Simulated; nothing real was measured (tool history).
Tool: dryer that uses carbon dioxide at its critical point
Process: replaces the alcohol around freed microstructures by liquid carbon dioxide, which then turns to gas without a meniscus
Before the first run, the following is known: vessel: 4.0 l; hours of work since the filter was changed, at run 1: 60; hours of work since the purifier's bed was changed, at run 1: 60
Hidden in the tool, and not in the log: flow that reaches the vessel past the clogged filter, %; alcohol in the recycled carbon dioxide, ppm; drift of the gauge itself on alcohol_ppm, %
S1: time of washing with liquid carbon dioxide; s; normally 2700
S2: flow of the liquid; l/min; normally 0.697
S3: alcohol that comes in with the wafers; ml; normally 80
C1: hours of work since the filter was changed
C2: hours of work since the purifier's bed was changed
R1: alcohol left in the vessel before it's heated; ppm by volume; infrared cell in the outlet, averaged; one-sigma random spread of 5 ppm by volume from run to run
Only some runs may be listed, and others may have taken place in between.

| run | hour | S1 | S2 | S3 | C1 | C2 | R1 |
|---|---|---|---|---|---|---|---|
| 1 | 0.0 | 2700 | 0.697 | 80 | 60 | 60 | 59 |
| 2 | 24.8 | 2700 | 0.697 | 80 | 74 | 74 | 57 |
| 3 | 39.0 | 2880 | 0.697 | 80 | 82 | 82 | 66 |
| 4 | 65.2 | 2880 | 0.697 | 52 | 98 | 98 | 57 |
| 5 | 79.0 | 2880 | 0.697 | 52 | 106 | 106 | 66 |
| 6 | 97.8 | 2880 | 0.697 | 52 | 117 | 117 | 76 |
| 7 | 110.9 | 1800 | 0.697 | 52 | 124 | 124 | 200 |
| 8 | 135.7 | 2700 | 0.697 | 80 | 138 | 138 | 98 |
| 9 | 154.8 | 2700 | 0.697 | 80 | 150 | 150 | 101 |
| 10 | 173.2 | 2700 | 0.448 | 80 | 160 | 160 | 344 |
| 11 | 201.4 | 2700 | 0.448 | 80 | 177 | 177 | 358 |
| 12 | 216.8 | 2700 | 0.697 | 80 | 185 | 185 | 121 |
| 13 | 242.3 | 2700 | 1.079 | 80 | 200 | 200 | 100 |
| 14 | 264.5 | 2700 | 1.079 | 80 | 213 | 213 | 106 |
| 15 | 287.4 | 2700 | 0.574 | 80 | 226 | 226 | 190 |
| 16 | 303.1 | 2700 | 1.137 | 80 | 235 | 235 | 113 |
| 17 | 318.5 | 2700 | 0.697 | 80 | 244 | 244 | 153 |
| 18 | 332.9 | 2700 | 0.654 | 80 | 253 | 253 | 160 |
| 19 | 347.7 | 2700 | 0.697 | 80 | 261 | 261 | 152 |
| 20 | 360.0 | 2700 | 0.697 | 80 | 268 | 268 | 155 |
| 21 | 384.6 | 2700 | 0.697 | 80 | 283 | 283 | 167 |
| 22 | 408.4 | 2700 | 0.697 | 82 | 296 | 296 | 166 |
| 23 | 428.7 | 2700 | 0.697 | 82 | 308 | 308 | 179 |
| 24 | 444.3 | 2700 | 0.697 | 98 | 317 | 317 | 189 |
| 25 | 459.3 | 2700 | 0.697 | 98 | 326 | 326 | 199 |
| 26 | 470.7 | 2640 | 0.997 | 75 | 333 | 333 | 160 |
| 27 | 498.3 | 3600 | 0.752 | 80 | 349 | 349 | 167 |
| 28 | 520.4 | 3600 | 0.752 | 80 | 361 | 361 | 176 |
| 29 | 543.1 | 3600 | 0.752 | 80 | 375 | 375 | 170 |
| 30 | 558.1 | 3600 | 0.752 | 80 | 383 | 383 | 182 |
| 31 | 585.4 | 3600 | 0.514 | 49 | 399 | 399 | 220 |
| 32 | 597.5 | 3600 | 0.514 | 49 | 406 | 406 | 222 |
| 33 | 624.5 | 1800 | 0.697 | 115 | 422 | 422 | 587 |
| 34 | 643.3 | 1800 | 0.697 | 115 | 433 | 433 | 579 |
| 35 | 669.6 | 1800 | 0.779 | 54 | 448 | 448 | 314 |

The next listed run, before its measurement:
| 36 | 688.5 | 1800 | 0.779 | 54 | 459 | 459 | ? |

{"run 36": {"R1": 317}}
The same run, on a tool lacking any hidden state, would have yielded R1 83 ppm by volume.
